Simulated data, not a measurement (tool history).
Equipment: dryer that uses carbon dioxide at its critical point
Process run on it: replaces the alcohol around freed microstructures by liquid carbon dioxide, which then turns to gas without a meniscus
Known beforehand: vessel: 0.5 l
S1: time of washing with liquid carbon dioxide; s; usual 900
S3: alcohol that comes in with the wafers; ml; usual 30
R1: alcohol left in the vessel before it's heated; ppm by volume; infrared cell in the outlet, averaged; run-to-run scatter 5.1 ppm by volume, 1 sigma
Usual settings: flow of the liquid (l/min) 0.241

Run 1, hour 0: usual settings. Result: R1 268 ppm by volume.
Run 2, hour 21.3: usual settings but flow of the liquid (l/min) 0.313. Result: R1 163 ppm by volume.
Run 3, hour 36.6: usual settings but flow of the liquid (l/min) 0.313. Result: R1 172 ppm by volume.
At hour 49.1: inlet filter changed.
Run 4, hour 57.4: usual settings but flow of the liquid (l/min) 0.313. Result: R1 155 ppm by volume.
Run 5, hour 77.9: usual settings but flow of the liquid (l/min) 0.313. Result: R1 163 ppm by volume.
Run 6, hour 91.4: usual settings but S3 119 ml. Result: R1 438 ppm by volume.
Run 7, hour 107.6: usual settings but S3 119 ml. Result: R1 461 ppm by volume.
Run 8, hour 120.6: usual settings but S1 1080 s. Result: R1 186 ppm by volume.
Run 9, hour 142.9: usual settings but S3 27 ml. Result: R1 237 ppm by volume.
Run 10, hour 162.6: usual settings but S3 27 ml. Result: R1 246 ppm by volume.
Run 11, hour 179.2: usual settings but flow of the liquid (l/min) 0.39. Result: R1 170 ppm by volume.
Run 12, hour 202.5: usual settings but flow of the liquid (l/min) 0.39. Result: R1 172 ppm by volume.
Run 13, hour 222: usual settings but flow of the liquid (l/min) 0.39. Result: R1 184 ppm by volume.
Run 14, hour 245.6: usual settings but flow of the liquid (l/min) 0.39. Result: R1 183 ppm by volume.
Run 15, hour 265.7: usual settings but flow of the liquid (l/min) 0.229. Result: R1 297 ppm by volume.
Run 16, hour 287.2: usual settings but flow of the liquid (l/min) 0.229. Result: R1 318 ppm by volume.
Run 17, hour 298.4: usual settings. Result: R1 278 ppm by volume.
Run 18, hour 322.2: usual settings. Result: R1 284 ppm by volume.

Estimate the outcome of run 19 from the log above:
Run 19, hour 348.2: usual settings but S1 720 s, S3 38 ml. Result: R1 ?.

{"run 19": {"R1": 634}}
Were there no unlogged condition in the tool, this run, its random variation unchanged, would have produced R1 333 ppm by volume.

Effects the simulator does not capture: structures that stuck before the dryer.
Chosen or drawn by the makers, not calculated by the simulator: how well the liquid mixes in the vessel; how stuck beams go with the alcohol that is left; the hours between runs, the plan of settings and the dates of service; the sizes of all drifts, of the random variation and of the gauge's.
